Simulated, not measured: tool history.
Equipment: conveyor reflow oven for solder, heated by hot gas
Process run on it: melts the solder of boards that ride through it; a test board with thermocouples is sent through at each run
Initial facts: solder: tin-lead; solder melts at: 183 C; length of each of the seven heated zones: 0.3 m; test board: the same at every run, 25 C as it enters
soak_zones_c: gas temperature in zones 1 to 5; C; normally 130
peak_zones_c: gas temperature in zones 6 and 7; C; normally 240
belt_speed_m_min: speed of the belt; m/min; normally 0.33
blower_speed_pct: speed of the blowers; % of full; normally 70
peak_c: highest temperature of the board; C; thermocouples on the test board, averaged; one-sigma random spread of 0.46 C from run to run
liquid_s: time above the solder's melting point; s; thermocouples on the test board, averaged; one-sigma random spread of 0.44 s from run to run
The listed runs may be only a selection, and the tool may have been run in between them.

| run | day | soak_zones_c | peak_zones_c | belt_speed_m_min | blower_speed_pct | peak_c | liquid_s |
|---|---|---|---|---|---|---|---|
| 1 | 0 | 130 | 240 | 0.33 | 70 | 226.2 | 88.2 |
| 2 | 0.383 | 130 | 240 | 0.33 | 70 | 226.5 | 89.7 |
| 3 | 0.629 | 130 | 232 | 0.33 | 70 | 219.2 | 82.4 |
| 4 | 1.071 | 130 | 240 | 0.33 | 70 | 226.4 | 89.1 |
| 5 | 1.35 | 117 | 240 | 0.33 | 70 | 225.7 | 81.9 |
| 6 | 1.662 | 130 | 240 | 0.272 | 70 | 232 | 112.7 |
| 7 | 2.158 | 130 | 240 | 0.272 | 70 | 232.3 | 114 |
| 8 | 2.525 | 130 | 240 | 0.379 | 70 | 222.3 | 72.8 |
| 9 | 2.8 | 128 | 240 | 0.33 | 70 | 226.5 | 87.7 |
| 10 | 3.188 | 130 | 228 | 0.33 | 70 | 215.1 | 78.5 |
| 11 | 3.592 | 139 | 228 | 0.33 | 70 | 217.4 | 84 |
| 12 | 3.888 | 139 | 228 | 0.33 | 70 | 217.2 | 84.2 |
| 13 | 4.129 | 139 | 228 | 0.33 | 70 | 216.8 | 84 |
| 14 | 4.583 | 139 | 228 | 0.33 | 70 | 216.5 | 83.9 |
| 15 | 4.883 | 130 | 240 | 0.33 | 70 | 226.3 | 88.5 |
|  | 5.225 | flux residue cleaned out of gas plates and filters |
| 16 | 5.492 | 119 | 248 | 0.283 | 84 | 239.8 | 110.3 |
| 17 | 5.908 | 119 | 247 | 0.283 | 84 | 239.3 | 111.4 |
| 18 | 6.204 | 124 | 235 | 0.261 | 84 | 229.7 | 116.3 |
| 19 | 6.554 | 124 | 235 | 0.292 | 84 | 228.1 | 100.3 |
| 20 | 6.804 | 130 | 254 | 0.33 | 59 | 236.6 | 95.4 |
| 21 | 7.058 | 126 | 254 | 0.308 | 87 | 245.7 | 106.4 |

Run 22 is up next; what results do you expect?
| 22 | 7.558 | 128 | 230 | 0.264 | 53 | ? | ? |

Run 22 produced peak_c 218.6 C, liquid_s 102.1 s.
Take away the tool's hidden state, keep the run-to-run variation as it was, and the same run would have given peak_c 218.8 C, liquid_s 102.2 s.

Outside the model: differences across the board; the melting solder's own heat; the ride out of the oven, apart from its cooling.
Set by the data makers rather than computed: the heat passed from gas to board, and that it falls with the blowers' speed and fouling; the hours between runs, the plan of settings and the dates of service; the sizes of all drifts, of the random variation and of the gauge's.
